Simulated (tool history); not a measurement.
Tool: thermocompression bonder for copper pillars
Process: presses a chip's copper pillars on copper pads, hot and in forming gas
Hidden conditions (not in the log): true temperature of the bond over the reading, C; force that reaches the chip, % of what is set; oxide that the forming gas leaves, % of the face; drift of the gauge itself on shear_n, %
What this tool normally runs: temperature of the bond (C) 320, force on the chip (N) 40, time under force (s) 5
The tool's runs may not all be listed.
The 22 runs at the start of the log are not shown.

run,day,temperature of the bond (C),force on the chip (N),time under force (s),hours of work since the heater was calibrated,hours of work since the force cell was calibrated,hours of work since the gas filter was changed,force that shears a chip off (N)
23,31.629,327,55,10,576,744,93,76.6
# day 33.112: forming gas filter changed
24,33.45,313,33,11,603,772,5,53.3
25,34.958,313,33,11,626,795,28,54.9
26,36.342,303,32,4,648,816,50,31.7
27,37.388,303,44,7,664,833,66,54.3
# day 37.562: force cell calibrated
28,38.329,291,31,8,677,12,79,35
29,39.95,291,31,8,702,37,104,34.9
# day 40.55: forming gas filter changed
30,41.6,321,31,14,727,62,16,60.4
31,43.246,345,31,7,753,87,41,60.9

Forecast run 32:
32,44.662,306,27,8,774,109,63,?

{"run 32": {"force that shears a chip off (N)": 38.6}}
The same run, on a tool lacking any hidden state, would have yielded force that shears a chip off (N) 41.1.
